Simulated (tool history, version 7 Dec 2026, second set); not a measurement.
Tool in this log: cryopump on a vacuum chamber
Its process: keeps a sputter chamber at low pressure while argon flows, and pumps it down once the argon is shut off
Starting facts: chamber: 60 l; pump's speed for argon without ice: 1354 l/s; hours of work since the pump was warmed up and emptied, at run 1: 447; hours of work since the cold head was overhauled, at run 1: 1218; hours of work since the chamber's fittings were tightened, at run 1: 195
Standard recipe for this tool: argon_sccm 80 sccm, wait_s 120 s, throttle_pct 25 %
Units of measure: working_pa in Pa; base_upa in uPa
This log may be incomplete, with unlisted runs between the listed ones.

run	day	argon_sccm	wait_s	throttle_pct	hours of work since the pump was warmed up and emptied	hours of work since the cold head was overhauled	hours of work since the chamber's fittings were tightened	working_pa	base_upa
1	0	80	120	25	447	1218	195	0.4106	0.84
2	2.721	80	120	25	480	1251	227	0.4118	0.85
3	6.571	80	120	25	526	1296	273	0.4132	0.92
4	9.975	80	120	25	566	1337	313	0.4155	1.01
5	12.183	80	26	25	592	1363	340	0.4144	2.15
6	15.717	80	120	25	634	1405	382	0.4143	1.11
7	17.767	80	120	25	659	1430	406	0.4153	1.09
8	21.617	80	120	25	705	1475	452	0.4175	1.23
9	24.479	39	120	25	739	1509	486	0.2044	1.22
# day 25.496: pump warmed up, emptied and cooled again
10	27.796	39	120	25	27	1546	523	0.1968	1.15
11	30.742	80	120	36	62	1581	558	0.2826	1.19
12	33.175	80	120	36	91	1610	587	0.2823	1.27
13	37.342	120	40	29	141	1660	637	0.5241	1.95
14	40.296	120	40	29	176	1695	672	0.5259	2.03
15	42.125	120	40	29	198	1717	694	0.5272	1.99
16	45.667	114	40	17	240	1759	736	0.849	2.04
17	48.958	133	40	17	279	1798	775	0.9865	2.08
18	52.554	48	111	47	322	1841	818	0.1341	1.53
19	55.925	80	120	49	362	1881	858	0.2162	1.58
20	59.779	49	120	55	408	1927	904	0.1183	1.65
21	63.492	64	46	21	452	1971	948	0.393	2.21
22	67.142	67	80	21	496	2015	991	0.4117	1.91
23	69.796	67	80	21	527	2046	1023	0.4102	2.04
24	73.738	43	120	20	574	2093	1070	0.2788	1.87

What would each run have given without the hidden state, its run-to-run variation left as it was?
The hidden state here: pump's speed, % of a pump's without ice; cold plate's temperature, K; leak into the chamber, uPa l/s; drift of the gauge itself on working_pa, %; drift of the gauge itself on base_upa, %.
run	working_pa	base_upa
1	0.399	0.53
2	0.3994	0.5
3	0.3996	0.5
4	0.4008	0.54
5	0.399	1.63
6	0.3979	0.54
7	0.3983	0.5
8	0.3993	0.55
9	0.1951	0.51
10	0.195	0.53
11	0.278	0.53
12	0.277	0.55
13	0.5147	1.17
14	0.5155	1.18
15	0.5161	1.15
16	0.837	1.15
17	0.971	1.11
18	0.1278	0.54
19	0.2047	0.53
20	0.1107	0.52
21	0.3821	1.02
22	0.3994	0.67
23	0.3973	0.72
24	0.2698	0.51
